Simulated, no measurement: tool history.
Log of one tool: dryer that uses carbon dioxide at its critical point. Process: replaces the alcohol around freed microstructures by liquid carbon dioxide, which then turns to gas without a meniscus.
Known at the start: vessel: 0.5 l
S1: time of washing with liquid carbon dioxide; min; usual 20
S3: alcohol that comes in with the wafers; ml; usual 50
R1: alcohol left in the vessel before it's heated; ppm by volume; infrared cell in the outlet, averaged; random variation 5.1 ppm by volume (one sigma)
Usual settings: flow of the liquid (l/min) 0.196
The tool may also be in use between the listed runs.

Run 1, day 0: usual settings. Result: R1 80 ppm by volume.
Run 2, day 0.567: usual settings. Result: R1 97 ppm by volume.
Run 3, day 1.046: usual settings but flow of the liquid (l/min) 0.246. Result: R1 40 ppm by volume.
Run 4, day 1.396: usual settings but flow of the liquid (l/min) 0.246. Result: R1 39 ppm by volume.
Run 5, day 1.912: usual settings but flow of the liquid (l/min) 0.246. Result: R1 43 ppm by volume.
Run 6, day 2.175: usual settings but S1 25 min. Result: R1 49 ppm by volume.
Run 7, day 2.617: usual settings but S1 25 min. Result: R1 47 ppm by volume.
Run 8, day 3.104: usual settings but S1 25 min, flow of the liquid (l/min) 0.162. Result: R1 99 ppm by volume.
Run 9, day 3.517: usual settings. Result: R1 98 ppm by volume.
Run 10, day 3.938: usual settings. Result: R1 115 ppm by volume.
Run 11, day 4.217: usual settings but S1 30 min, flow of the liquid (l/min) 0.232, S3 23 ml. Result: R1 41 ppm by volume.
Run 12, day 4.788: usual settings but S1 15 min, flow of the liquid (l/min) 0.237, S3 24 ml. Result: R1 107 ppm by volume.
Run 13, day 5.029: usual settings but S1 30 min, flow of the liquid (l/min) 0.133, S3 57 ml. Result: R1 128 ppm by volume.
Run 14, day 5.396: usual settings but S1 30 min, flow of the liquid (l/min) 0.133, S3 57 ml. Result: R1 123 ppm by volume.
Run 15, day 5.671: usual settings but flow of the liquid (l/min) 0.146. Result: R1 555 ppm by volume.
Run 16, day 6.188: usual settings but flow of the liquid (l/min) 0.146. Result: R1 560 ppm by volume.
Run 17, day 6.433: usual settings but S1 13 min, flow of the liquid (l/min) 0.265, S3 26 ml. Result: R1 128 ppm by volume.
Run 18, day 6.858: usual settings but S1 13 min, flow of the liquid (l/min) 0.265, S3 26 ml. Result: R1 133 ppm by volume.

Forecast each of these 4 alternatives for the next run:
Run A, day 7.1: usual settings but S1 19 min, flow of the liquid (l/min) 0.185, S3 35 ml. Result: R1 ?.
Run B, day 7.1: usual settings but S1 12 min, flow of the liquid (l/min) 0.126. Result: R1 ?.
Run C, day 7.1: usual settings but S1 15 min, flow of the liquid (l/min) 0.265, S3 31 ml. Result: R1 ?.
Run D, day 7.1: usual settings but S1 15 min, S3 65 ml. Result: R1 ?.

run    R1
  A   164
  B  7061
  C    83
  D   639
Without the tool's hidden state the same runs would have given:
run    R1
  A    89
  B  6175
  C    28
  D   458
